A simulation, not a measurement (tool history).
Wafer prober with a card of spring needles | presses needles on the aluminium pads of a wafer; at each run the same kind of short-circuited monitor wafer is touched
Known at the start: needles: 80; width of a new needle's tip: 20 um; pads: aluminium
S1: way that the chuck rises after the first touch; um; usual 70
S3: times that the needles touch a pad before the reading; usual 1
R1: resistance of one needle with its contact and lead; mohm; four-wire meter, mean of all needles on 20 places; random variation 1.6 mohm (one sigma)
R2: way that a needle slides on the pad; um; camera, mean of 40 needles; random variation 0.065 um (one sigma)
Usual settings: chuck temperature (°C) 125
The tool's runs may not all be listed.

run 1 hour=0 | S1=70 chuck_temperature_(°C)=125 S3=1 | R1=160 R2=10.05
-- hour=3.5 tips cleaned on abrasive film
-- hour=8.2 tips cleaned on abrasive film
-- hour=14 tips cleaned on abrasive film
-- hour=19.8 tips cleaned on abrasive film
-- hour=25.7 tips cleaned on abrasive film
run 2 hour=28.1 | S1=70 chuck_temperature_(°C)=125 S3=1 | R1=165 R2=9.98
-- hour=30.5 tips cleaned on abrasive film
-- hour=35.1 tips cleaned on abrasive film
-- hour=40.9 tips cleaned on abrasive film
-- hour=43.5 height of the first contact set anew
-- hour=45.9 tips cleaned on abrasive film
-- hour=51.7 tips cleaned on abrasive film
-- hour=57.5 tips cleaned on abrasive film
run 3 hour=58.1 | S1=70 chuck_temperature_(°C)=125 S3=1 | R1=163 R2=10.27
-- hour=62.8 tips cleaned on abrasive film
-- hour=68.6 tips cleaned on abrasive film
-- hour=74.4 tips cleaned on abrasive film
-- hour=80.2 tips cleaned on abrasive film
run 4 hour=83.8 | S1=70 chuck_temperature_(°C)=125 S3=1 | R1=165 R2=10.24
-- hour=85 tips cleaned on abrasive film
-- hour=90.8 tips cleaned on abrasive film
-- hour=96.6 tips cleaned on abrasive film
-- hour=102.5 tips cleaned on abrasive film
-- hour=108.3 tips cleaned on abrasive film
-- hour=114.1 tips cleaned on abrasive film
-- hour=119.9 tips cleaned on abrasive film
-- hour=125.7 tips cleaned on abrasive film
run 5 hour=127.3 | S1=70 chuck_temperature_(°C)=125 S3=1 | R1=163 R2=10.21
-- hour=130.8 tips cleaned on abrasive film
-- hour=136.6 tips cleaned on abrasive film
-- hour=142.4 tips cleaned on abrasive film
-- hour=148.2 tips cleaned on abrasive film
-- hour=154 tips cleaned on abrasive film
run 6 hour=154.1 | S1=70 chuck_temperature_(°C)=125 S3=1 | R1=156 R2=10.09
-- hour=158.7 tips cleaned on abrasive film
-- hour=164.6 tips cleaned on abrasive film
-- hour=170.4 tips cleaned on abrasive film
-- hour=176.2 tips cleaned on abrasive film
run 7 hour=180.7 | S1=70 chuck_temperature_(°C)=125 S3=1 | R1=169 R2=10.15
-- hour=182 tips cleaned on abrasive film
-- hour=187.8 tips cleaned on abrasive film
-- hour=193.6 tips cleaned on abrasive film
-- hour=199.4 tips cleaned on abrasive film
-- hour=205.2 tips cleaned on abrasive film
run 8 hour=205.8 | S1=70 chuck_temperature_(°C)=125 S3=1 | R1=160 R2=10.01
-- hour=210.4 tips cleaned on abrasive film
-- hour=215.1 tips cleaned on abrasive film
-- hour=220.9 tips cleaned on abrasive film
-- hour=226.7 tips cleaned on abrasive film
-- hour=232.5 tips cleaned on abrasive film
run 9 hour=234.3 | S1=70 chuck_temperature_(°C)=125 S3=1 | R1=165 R2=9.85
-- hour=237.9 tips cleaned on abrasive film
-- hour=242.7 height of the first contact set anew
-- hour=244 tips cleaned on abrasive film
-- hour=249.8 tips cleaned on abrasive film
-- hour=255.6 tips cleaned on abrasive film
-- hour=260.3 tips cleaned on abrasive film
-- hour=266.1 tips cleaned on abrasive film
run 10 hour=270.3 | S1=70 chuck_temperature_(°C)=125 S3=1 | R1=173 R2=10.25
-- hour=271.6 tips cleaned on abrasive film
-- hour=277.4 tips cleaned on abrasive film
-- hour=283.2 tips cleaned on abrasive film
-- hour=289 tips cleaned on abrasive film
-- hour=294.8 tips cleaned on abrasive film
-- hour=300.6 tips cleaned on abrasive film
run 11 hour=301.8 | S1=70 chuck_temperature_(°C)=125 S3=1 | R1=161 R2=10.1
-- hour=306.4 tips cleaned on abrasive film
-- hour=311.1 tips cleaned on abrasive film
-- hour=316.9 tips cleaned on abrasive film
-- hour=321.5 tips cleaned on abrasive film
-- hour=327.4 tips cleaned on abrasive film
-- hour=333.2 tips cleaned on abrasive film
-- hour=339 tips cleaned on abrasive film
-- hour=344.8 tips cleaned on abrasive film
-- hour=349.5 tips cleaned on abrasive film
run 12 hour=351.1 | S1=70 chuck_temperature_(°C)=35 S3=1 | R1=149 R2=10.1
-- hour=354.6 tips cleaned on abrasive film
-- hour=360.4 tips cleaned on abrasive film
-- hour=366.2 tips cleaned on abrasive film
-- hour=372 tips cleaned on abrasive film
-- hour=377.8 tips cleaned on abrasive film
-- hour=383.6 tips cleaned on abrasive film
run 13 hour=384.9 | S1=70 chuck_temperature_(°C)=35 S3=1 | R1=148 R2=9.93
-- hour=388.4 tips cleaned on abrasive film
-- hour=394.2 tips cleaned on abrasive film
-- hour=400 tips cleaned on abrasive film
-- hour=405.8 tips cleaned on abrasive film
-- hour=410.9 tips cleaned on abrasive film
run 14 hour=410.9 | S1=63 chuck_temperature_(°C)=25 S3=1 | R1=144 R2=8.78
-- hour=415.6 tips cleaned on abrasive film
-- hour=421.4 tips cleaned on abrasive film
-- hour=427.2 tips cleaned on abrasive film
-- hour=433 tips cleaned on abrasive film
run 15 hour=434.4 | S1=63 chuck_temperature_(°C)=25 S3=1 | R1=153 R2=8.68
-- hour=438 tips cleaned on abrasive film
-- hour=441.7 height of the first contact set anew
-- hour=444.1 tips cleaned on abrasive film
-- hour=449.9 tips cleaned on abrasive film
-- hour=455.7 tips cleaned on abrasive film
-- hour=460.4 tips cleaned on abrasive film
-- hour=466.2 tips cleaned on abrasive film
-- hour=472 tips cleaned on abrasive film
-- hour=477.8 tips cleaned on abrasive film
run 16 hour=478.4 | S1=63 chuck_temperature_(°C)=25 S3=1 | R1=146 R2=9.29
-- hour=483.1 tips cleaned on abrasive film
-- hour=488.9 tips cleaned on abrasive film
-- hour=494.7 tips cleaned on abrasive film
-- hour=499.4 tips cleaned on abrasive film
-- hour=505.2 tips cleaned on abrasive film
run 17 hour=506.2 | S1=69 chuck_temperature_(°C)=102 S3=1 | R1=157 R2=10.05
-- hour=510.8 tips cleaned on abrasive film
-- hour=516.6 tips cleaned on abrasive film
-- hour=522.5 tips cleaned on abrasive film
-- hour=528.3 tips cleaned on abrasive film
-- hour=533.7 tips cleaned on abrasive film
run 18 hour=533.7 | S1=70 chuck_temperature_(°C)=76 S3=1 | R1=152 R2=10.17
-- hour=539.6 tips cleaned on abrasive film
-- hour=545.4 tips cleaned on abrasive film
-- hour=550 tips cleaned on abrasive film
-- hour=555.9 tips cleaned on abrasive film
-- hour=561.7 tips cleaned on abrasive film
-- hour=567.5 tips cleaned on abrasive film
-- hour=573.3 tips cleaned on abrasive film
run 19 hour=575 | S1=61 chuck_temperature_(°C)=37 S3=2 | R1=156 R2=8.6
-- hour=578.6 tips cleaned on abrasive film
-- hour=584.4 tips cleaned on abrasive film
-- hour=590.2 tips cleaned on abrasive film
-- hour=596 tips cleaned on abrasive film
-- hour=601.8 tips cleaned on abrasive film
-- hour=607.6 tips cleaned on abrasive film
-- hour=613.4 tips cleaned on abrasive film
-- hour=619.3 tips cleaned on abrasive film
-- hour=625.1 tips cleaned on abrasive film
run 20 hour=627.2 | S1=70 chuck_temperature_(°C)=67 S3=1 | R1=159 R2=9.79
-- hour=630.7 tips cleaned on abrasive film
-- hour=636.5 tips cleaned on abrasive film
-- hour=640.2 height of the first contact set anew
-- hour=642.6 tips cleaned on abrasive film
-- hour=648.4 tips cleaned on abrasive film
-- hour=653.1 tips cleaned on abrasive film
-- hour=658.9 tips cleaned on abrasive film
-- hour=664.7 tips cleaned on abrasive film
run 21 hour=665.9 | S1=70 chuck_temperature_(°C)=115 S3=2 | R1=159 R2=10.34
-- hour=669.4 tips cleaned on abrasive film
-- hour=674.1 tips cleaned on abrasive film
-- hour=679.9 tips cleaned on abrasive film
-- hour=684.6 tips cleaned on abrasive film
-- hour=690.4 tips cleaned on abrasive film
-- hour=696.2 tips cleaned on abrasive film
-- hour=702 tips cleaned on abrasive film
-- hour=706.7 tips cleaned on abrasive film
-- hour=712.5 tips cleaned on abrasive film
run 22 hour=714.2 | S1=70 chuck_temperature_(°C)=115 S3=2 | R1=161 R2=10.29
-- hour=717.7 tips cleaned on abrasive film
-- hour=722.4 tips cleaned on abrasive film
-- hour=728.2 tips cleaned on abrasive film
-- hour=734 tips cleaned on abrasive film
-- hour=739.9 tips cleaned on abrasive film
-- hour=745.7 tips cleaned on abrasive film
-- hour=751.5 tips cleaned on abrasive film
run 23 hour=755.5 | S1=70 chuck_temperature_(°C)=115 S3=2 | R1=165 R2=9.99

Measured less the same run without the tool's hidden state. The same run-to-run variation is in both; the gauge's scatter may not be:
The hidden state here: debris on the tips, nm; way that the needles fall short of the set height, um; tips' diameter, um; drift of the gauge itself on contact_mohm, %; drift of the gauge itself on scrub_um, %.
run=1 R1=+6 R2=-0.45
run=2 R1=+8 R2=-0.54
run=3 R1=+4 R2=-0.05
run=4 R1=+9 R2=-0.11
run=5 R1=+5 R2=-0.23
run=6 R1=+2 R2=-0.32
run=7 R1=+13 R2=-0.38
run=8 R1=+5 R2=-0.47
run=9 R1=+7 R2=-0.56
run=10 R1=+13 R2=-0.09
run=11 R1=+6 R2=-0.2
run=12 R1=+7 R2=-0.35
run=13 R1=+7 R2=-0.44
run=14 R1=+3 R2=-0.53
run=15 R1=+11 R2=-0.6
run=16 R1=+6 R2=-0.12
run=17 R1=+7 R2=-0.19
run=18 R1=+3 R2=-0.26
run=19 R1=+10 R2=-0.39
run=20 R1=+12 R2=-0.57
run=21 R1=+6 R2=-0.09
run=22 R1=+7 R2=-0.23
run=23 R1=+11 R2=-0.34
